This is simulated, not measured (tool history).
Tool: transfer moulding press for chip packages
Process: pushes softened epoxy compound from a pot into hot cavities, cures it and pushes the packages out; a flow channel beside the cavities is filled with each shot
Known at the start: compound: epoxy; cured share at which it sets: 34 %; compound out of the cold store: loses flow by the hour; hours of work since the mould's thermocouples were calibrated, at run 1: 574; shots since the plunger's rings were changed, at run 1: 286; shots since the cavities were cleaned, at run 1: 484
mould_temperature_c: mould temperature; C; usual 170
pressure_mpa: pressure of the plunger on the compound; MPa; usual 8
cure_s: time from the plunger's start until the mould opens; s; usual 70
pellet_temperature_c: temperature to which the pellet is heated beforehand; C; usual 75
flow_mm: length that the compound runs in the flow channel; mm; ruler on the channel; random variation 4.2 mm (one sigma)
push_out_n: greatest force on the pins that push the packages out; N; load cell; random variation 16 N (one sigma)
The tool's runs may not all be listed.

run,hour,mould_temperature_c,pressure_mpa,cure_s,pellet_temperature_c,hours of work since the mould's thermocouples were calibrated,shots since the plunger's rings were changed,shots since the cavities were cleaned,incoming compound's hours out of the cold store,flow_mm,push_out_n
1,0,170,8,70,75,574,286,484,41.3,577,810
# hour 26.5: cavities cleaned with cleaning compound and waxed
2,31.9,170,8,70,75,589,661,66,43.5,587,803
3,47.6,170,8,70,75,596,855,260,38.9,585,784
4,62.6,170,8,82,75,603,1039,444,39.1,588,548
5,77.8,170,8,70,77,610,1227,632,27.3,611,795
# hour 94.7: cavities cleaned with cleaning compound and waxed
6,112.2,170,8,70,79,626,1632,214,19.4,619,778
7,137.6,170,8,70,75,638,1946,528,34.7,594,779
8,151.2,162,8,70,75,645,2114,696,43.9,604,1463
# hour 162.4: cavities cleaned with cleaning compound and waxed
9,173.4,162,8,70,75,654,2370,136,42.7,605,1419
10,201.6,162,8,70,75,668,2717,483,27.7,632,1535
11,219.9,170,6.2,70,75,676,2942,708,46.1,509,812
# hour 228.5: cavities cleaned with cleaning compound and waxed
12,241.7,170,6.2,70,75,686,3194,164,10.2,556,861
13,256.1,170,8,70,75,693,3371,341,38.2,586,808
# hour 282: mould's thermocouples calibrated
14,284,170,8,70,75,1,3691,661,35.5,591,815
# hour 298.2: cavities cleaned with cleaning compound and waxed
15,306.4,170,8,104,75,11,3948,101,27.8,600,454
16,324.6,170,8,55,71,19,4172,325,40.8,592,1610
17,343.7,171,8,70,72,29,4408,561,47.6,578,735
# hour 364.2: cavities cleaned with cleaning compound and waxed
18,365.4,171,8,70,72,38,4657,14,8.2,634,787
19,379,163,8.01,72,70,45,4825,182,21.9,629,1360
20,408.2,165,6.09,82,72,59,5185,542,34.4,531,769
# hour 425.3: plunger's sealing rings changed
# hour 434: cavities cleaned with cleaning compound and waxed
21,435.8,167,8.99,63,77,70,110,22,16.1,670,1406
22,455.2,170,8,70,75,79,350,262,42.1,582,813
23,478.8,162,6.7,67,74,90,640,552,30.4,568,1614
# hour 502.4: cavities cleaned with cleaning compound and waxed
24,505,162,6.7,67,74,102,946,32,14.9,596,1681
25,521.6,178,7.24,70,82,110,1150,236,11.8,585,495
26,541.9,178,7.24,70,82,119,1401,487,23.6,558,506
27,564.8,178,7.24,70,82,130,1683,769,43,538,503
# hour 568.8: cavities cleaned with cleaning compound and waxed
28,585.3,168,7.11,70,70,139,1918,204,33.9,571,999
29,609.9,168,9.54,104,83,151,2221,507,8.1,696,467

3 ways to go on from here, each from the tool as it stands after run 29. What would each give?
# hour 635: cavities cleaned with cleaning compound and waxed
A,635.2,172,8.62,104,83,162,2515,3,43.7,?,?
# hour 635: cavities cleaned with cleaning compound and waxed
B,635.2,163,6.73,70,77,162,2515,3,42.8,?,?
# hour 635: cavities cleaned with cleaning compound and waxed
C,635.2,174,9.54,104,82,162,2515,3,26.5,?,?

run,flow_mm,push_out_n
A,593,466
B,548,1354
C,652,454
Without the tool's hidden state the same runs would have given:
run,flow_mm,push_out_n
A,593,466
B,549,1354
C,652,454
